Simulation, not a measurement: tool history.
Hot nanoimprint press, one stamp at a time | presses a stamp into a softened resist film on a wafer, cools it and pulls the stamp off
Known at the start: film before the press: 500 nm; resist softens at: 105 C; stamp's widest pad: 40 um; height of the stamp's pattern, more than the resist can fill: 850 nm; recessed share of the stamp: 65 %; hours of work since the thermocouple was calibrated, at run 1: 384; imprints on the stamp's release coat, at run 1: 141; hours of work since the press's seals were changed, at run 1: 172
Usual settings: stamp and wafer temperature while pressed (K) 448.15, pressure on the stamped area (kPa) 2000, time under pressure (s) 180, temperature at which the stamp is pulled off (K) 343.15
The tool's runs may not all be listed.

| run | hour | stamp and wafer temperature while pressed (K) | pressure on the stamped area (kPa) | time under pressure (s) | temperature at which the stamp is pulled off (K) | hours of work since the thermocouple was calibrated | imprints on the stamp's release coat | hours of work since the press's seals were changed | resist left under the stamp's widest pad (nm) | greatest force while the stamp is pulled off (N) |
|---|---|---|---|---|---|---|---|---|---|---|
| 1 | 0.0 | 448.15 | 2000 | 180 | 343.15 | 384 | 141 | 172 | 239.9 | 89 |
| 2 | 30.6 | 448.15 | 2000 | 180 | 343.15 | 396 | 220 | 184 | 238.1 | 93 |
| 3 | 73.3 | 448.15 | 2000 | 160 | 343.15 | 413 | 332 | 202 | 248.0 | 91 |
| 4 | 113.5 | 448.15 | 2000 | 160 | 343.15 | 429 | 436 | 218 | 248.8 | 94 |
| 5 | 135.4 | 448.15 | 2000 | 160 | 343.15 | 438 | 493 | 227 | 246.1 | 89 |
|  | 150.3 | stamp cleaned and given a new release coat |
| 6 | 174.2 | 445.15 | 2000 | 180 | 343.15 | 451 | 63 | 240 | 257.3 | 90 |
| 7 | 204.6 | 445.15 | 2000 | 180 | 343.15 | 463 | 142 | 252 | 257.0 | 90 |
| 8 | 228.0 | 438.15 | 2000 | 180 | 343.15 | 473 | 203 | 261 | 304.1 | 94 |
| 9 | 256.1 | 448.15 | 2000 | 180 | 343.15 | 484 | 276 | 273 | 236.2 | 92 |
| 10 | 295.1 | 448.15 | 2000 | 180 | 343.15 | 500 | 378 | 288 | 241.6 | 89 |
| 11 | 340.0 | 448.15 | 2000 | 180 | 343.15 | 518 | 495 | 306 | 237.7 | 90 |
|  | 354.2 | stamp cleaned and given a new release coat |
| 12 | 368.2 | 448.15 | 2000 | 180 | 343.15 | 527 | 37 | 315 | 236.9 | 92 |
|  | 388.4 | plate thermocouple calibrated |
| 13 | 399.7 | 448.15 | 2000 | 146 | 343.15 | 5 | 111 | 327 | 256.2 | 94 |
| 14 | 437.7 | 450.15 | 2000 | 146 | 343.15 | 20 | 210 | 342 | 243.0 | 93 |
| 15 | 459.4 | 448.15 | 2000 | 180 | 343.15 | 29 | 266 | 351 | 239.5 | 93 |
| 16 | 501.5 | 448.15 | 2000 | 180 | 347.15 | 45 | 376 | 368 | 237.5 | 84 |
| 17 | 530.3 | 439.15 | 1460 | 272 | 340.15 | 57 | 451 | 379 | 305.7 | 94 |
|  | 560.9 | stamp cleaned and given a new release coat |
| 18 | 583.3 | 442.15 | 1220 | 272 | 340.15 | 76 | 58 | 398 | 311.2 | 92 |
| 19 | 623.8 | 442.15 | 1220 | 272 | 340.15 | 92 | 164 | 415 | 305.8 | 95 |
| 20 | 663.2 | 442.15 | 1220 | 102 | 348.15 | 108 | 266 | 430 | 386.1 | 86 |
| 21 | 709.9 | 442.15 | 1220 | 211 | 334.15 | 127 | 388 | 449 | 329.8 | 103 |
| 22 | 748.5 | 442.15 | 2170 | 115 | 334.15 | 142 | 489 | 465 | 306.0 | 97 |

The next listed run, before its measurement:
|  | 763.7 | stamp cleaned and given a new release coat |
| 23 | 782.8 | 442.15 | 2170 | 115 | 334.15 | 154 | 49 | 476 | ? | ? |

Run 23 gave resist left under the stamp's widest pad (nm) 301.0, greatest force while the stamp is pulled off (N) 101.
Without the tool's hidden state the same run would have given resist left under the stamp's widest pad (nm) 300.8, greatest force while the stamp is pulled off (N) 101.

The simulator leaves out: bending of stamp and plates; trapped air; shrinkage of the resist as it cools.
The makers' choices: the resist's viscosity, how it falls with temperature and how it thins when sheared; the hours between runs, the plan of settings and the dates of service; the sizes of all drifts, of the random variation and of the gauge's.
